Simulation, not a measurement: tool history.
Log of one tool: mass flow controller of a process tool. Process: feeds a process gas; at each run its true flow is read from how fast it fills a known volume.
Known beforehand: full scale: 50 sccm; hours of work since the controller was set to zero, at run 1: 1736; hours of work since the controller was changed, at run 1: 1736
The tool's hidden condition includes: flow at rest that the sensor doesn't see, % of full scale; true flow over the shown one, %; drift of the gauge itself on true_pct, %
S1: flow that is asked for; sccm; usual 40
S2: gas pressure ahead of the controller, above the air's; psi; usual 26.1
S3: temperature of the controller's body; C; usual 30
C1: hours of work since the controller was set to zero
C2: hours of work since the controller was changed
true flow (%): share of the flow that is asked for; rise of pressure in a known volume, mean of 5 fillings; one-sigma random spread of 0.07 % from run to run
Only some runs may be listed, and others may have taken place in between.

run 1 hour=0 | S1=40 S2=26.1 S3=30 | C1=1736 C2=1736 | true_flow_(%)=98.59
run 2 hour=205.4 | S1=40 S2=26.1 S3=30 | C1=1807 C2=1807 | true_flow_(%)=98.57
run 3 hour=352.5 | S1=40 S2=26.1 S3=30 | C1=1858 C2=1858 | true_flow_(%)=98.56
run 4 hour=548.5 | S1=40 S2=26.1 S3=30 | C1=1926 C2=1926 | true_flow_(%)=98.69
run 5 hour=649 | S1=40 S2=26.1 S3=30 | C1=1961 C2=1961 | true_flow_(%)=98.62
run 6 hour=817.3 | S1=40 S2=26.1 S3=34 | C1=2019 C2=2019 | true_flow_(%)=98.29
run 7 hour=904.9 | S1=40 S2=26.1 S3=30 | C1=2049 C2=2049 | true_flow_(%)=98.58
run 8 hour=1035.4 | S1=40 S2=26.1 S3=30 | C1=2094 C2=2094 | true_flow_(%)=98.67
run 9 hour=1213.8 | S1=40 S2=26.1 S3=30 | C1=2156 C2=2156 | true_flow_(%)=98.65
run 10 hour=1415.6 | S1=32 S2=35.4 S3=27 | C1=2225 C2=2225 | true_flow_(%)=98.17
run 11 hour=1630.2 | S1=32 S2=31.6 S3=32 | C1=2299 C2=2299 | true_flow_(%)=97.83
run 12 hour=1773.2 | S1=6 S2=30.9 S3=39 | C1=2349 C2=2349 | true_flow_(%)=98.88
run 13 hour=1953.7 | S1=6 S2=39.2 S3=39 | C1=2411 C2=2411 | true_flow_(%)=98.49
run 14 hour=2123.9 | S1=7 S2=35.2 S3=37 | C1=2470 C2=2470 | true_flow_(%)=98.47
run 15 hour=2268 | S1=7 S2=35.2 S3=37 | C1=2520 C2=2520 | true_flow_(%)=98.59
run 16 hour=2391.6 | S1=7 S2=35.2 S3=37 | C1=2562 C2=2562 | true_flow_(%)=98.63
run 17 hour=2541.9 | S1=43 S2=26.7 S3=30 | C1=2614 C2=2614 | true_flow_(%)=98.55

Selected run-to-run steps in true flow (%), each split into two signed amounts: the part the tool would show with no hidden state at all (from settings, incoming material and random variation), and the remainder, which goes to the hidden state together with any gauge scatter not common to the measured and the hidden-state-free results:
Run 11 -> 12: S1 32 -> 6, S2 31.6 -> 30.9, S3 32 -> 39. true flow (%) +1.05: hidden state +3.2, all else -2.15.
